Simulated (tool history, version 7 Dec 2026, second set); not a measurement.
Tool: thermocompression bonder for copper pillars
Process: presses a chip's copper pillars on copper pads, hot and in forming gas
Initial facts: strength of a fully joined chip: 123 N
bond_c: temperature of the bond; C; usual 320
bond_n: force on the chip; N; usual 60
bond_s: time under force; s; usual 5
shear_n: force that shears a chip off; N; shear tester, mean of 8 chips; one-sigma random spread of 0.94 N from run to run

run   hour  bond_c  bond_n  bond_s  shear_n
  1    0.0     320      60       5     70.6
  2   71.0     320      60       5     71.5
      94.2  -- forming gas filter changed
  3  130.0     320      43       5     58.9
  4  193.1     320      60       5     74.7
  5  245.2     307      60       5     64.3
  6  287.8     307      60       5     65.7
  7  354.0     320      60       5     72.8
  8  444.2     340      60       5     82.5
  9  508.4     340      60       5     81.5
     599.5  -- heater calibrated with a thermocouple chip
 10  599.5     337      60       5     81.0
 11  653.5     303      60       5     64.4

Estimate the outcome of run 12 from the log above:
 12  695.2     322      60       3        ?

{"run 12": {"shear_n": 63.5}}
On a tool with no hidden condition, and with the same random variation, this run would have come out at shear_n 70.0 N.
